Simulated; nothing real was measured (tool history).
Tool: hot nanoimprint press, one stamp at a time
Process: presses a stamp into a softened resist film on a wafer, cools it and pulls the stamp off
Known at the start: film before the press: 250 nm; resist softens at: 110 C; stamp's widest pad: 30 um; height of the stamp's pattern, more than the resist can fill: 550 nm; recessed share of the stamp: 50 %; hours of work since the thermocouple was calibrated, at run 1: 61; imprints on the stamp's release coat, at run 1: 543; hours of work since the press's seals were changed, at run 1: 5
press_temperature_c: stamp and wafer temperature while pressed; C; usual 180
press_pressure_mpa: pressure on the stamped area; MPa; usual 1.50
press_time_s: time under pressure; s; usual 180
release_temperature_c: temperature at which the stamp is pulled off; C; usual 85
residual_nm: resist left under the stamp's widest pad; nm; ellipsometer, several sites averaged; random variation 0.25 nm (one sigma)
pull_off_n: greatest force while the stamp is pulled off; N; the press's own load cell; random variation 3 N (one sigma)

run    day  press_temperature_c  press_pressure_mpa  press_time_s  release_temperature_c  hours of work since the thermocouple was calibrated  imprints on the stamp's release coat  hours of work since the press's seals were changed  residual_nm  pull_off_n
  1  0.000                  180                1.50           180                     85                                                   61                                   543                                                   5        118.7         143
  2  0.238                  180                1.50           163                     85                                                   64                                   553                                                   8        123.5         136
  3  0.433                  180                1.50           163                     85                                                   67                                   561                                                  10        123.0         136
  4  0.850                  180                1.50           163                     85                                                   72                                   577                                                  15        123.2         140
  5  1.071                  180                1.50           163                     85                                                   74                                   586                                                  18        122.9         138
  6  1.250                  180                1.50           163                     85                                                   77                                   593                                                  20        123.2         134
  7  1.454                  180                1.50           180                     85                                                   79                                   602                                                  23        118.3         140
  8  1.725                  180                1.50           180                     85                                                   82                                   612                                                  26        118.3         139
  9  2.083                  180                1.50           180                     72                                                   87                                   627                                                  31        118.7         167
 10  2.454                  180                1.50           180                     72                                                   91                                   642                                                  35        118.6         168
 11  2.792                  180                1.50           180                     85                                                   96                                   655                                                  39        118.5         137
 12  3.075                  180                1.50           180                     85                                                   99                                   667                                                  43        118.2         145
 13  3.267                  180                1.50           180                     85                                                  101                                   674                                                  45        118.9         137
 14  3.492                  180                1.50           180                     85                                                  104                                   683                                                  48        118.4         138
 15  3.917                  180                1.50           180                     85                                                  109                                   700                                                  53        118.6         135
 16  4.100                  180                1.50           180                     85                                                  112                                   708                                                  55        118.6         137
 17  4.467                  180                1.50           180                     85                                                  116                                   722                                                  60        119.0         143
 18  4.875                  180                0.96           180                     78                                                  121                                   739                                                  65        142.5         153
 19  5.075                  183                1.87           180                     85                                                  124                                   747                                                  67         97.9         138
 20  5.250                  183                1.87           180                     85                                                  126                                   754                                                  70         97.7         141
 21  5.625                  183                0.91           180                     85                                                  130                                   769                                                  74        134.3         138
 22  6.025                  184                1.38           180                     79                                                  135                                   785                                                  79        109.2         150
 23  6.250                  184                1.38           180                     79                                                  138                                   794                                                  82        110.1         153
 24  6.629                  177                1.26           123                     75                                                  143                                   809                                                  87        156.9         162
 25  7.033                  180                1.50           135                     78                                                  148                                   825                                                  91        131.3         156
 26  7.446                  180                1.50           135                     78                                                  153                                   842                                                  97        131.6         158

Forecast run 27:
 27  7.633                  170                1.50           135                     75                                                  155                                   849                                                  99            ?           ?

residual_nm: 171.1 nm
pull_off_n: 164 N
Without the tool's hidden state the same run would have given residual_nm 171.1 nm, pull_off_n 163 N.
